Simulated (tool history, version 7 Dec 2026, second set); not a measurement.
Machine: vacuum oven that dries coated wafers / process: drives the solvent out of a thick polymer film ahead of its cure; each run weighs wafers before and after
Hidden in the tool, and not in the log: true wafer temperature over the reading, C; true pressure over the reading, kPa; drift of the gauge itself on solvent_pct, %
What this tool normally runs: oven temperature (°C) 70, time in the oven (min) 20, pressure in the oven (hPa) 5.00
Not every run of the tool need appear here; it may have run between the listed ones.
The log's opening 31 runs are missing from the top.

run	hour	oven temperature (°C)	time in the oven (min)	pressure in the oven (hPa)	hours of work since the thermocouples were calibrated	hours of work since the vacuum gauge was cleaned of residue	solvent left in the film (%)
32	2322.5	68	20	19.16	691	1796	3.02
33	2393.5	68	20	19.16	746	1851	3.00
34	2441.5	83	13	17.15	783	1889	0.81
35	2498.4	83	13	17.15	828	1933	0.80
36	2597.9	70	20	2.92	905	2010	1.80
37	2658.0	63	25	16.84	952	2057	3.61
38	2731.6	60	33	5.00	1009	2114	2.93
39	2822.8	79	12	7.17	1080	2185	1.45
40	2874.8	80	34	5.00	1120	2225	0.20
41	2931.8	62	15	2.78	1164	2270	6.48
42	2991.9	62	15	2.78	1211	2316	6.37
43	3037.0	70	20	14.48	1246	2351	2.00
44	3102.5	67	20	16.95	1297	2402	2.96
# hour 3113.9: oven's thermocouples calibrated
45	3192.1	82	26	7.55	61	2470	0.30
46	3271.7	65	26	2.55	123	2532	2.71
47	3358.8	69	16	7.20	190	2600	3.81
48	3414.6	71	20	5.00	234	2643	2.01

What if the next run were any one of these 3? Each begins from the tool's condition after run 48:
A	3481.9	70	20	4.14	286	2695	?
B	3481.9	80	31	18.89	286	2695	?
C	3481.9	78	20	5.00	286	2695	?

run	solvent left in the film (%)
A	2.24
B	0.57
C	0.63
What these runs would have given with no unlogged condition in the tool:
run	solvent left in the film (%)
A	2.08
B	0.42
C	0.49
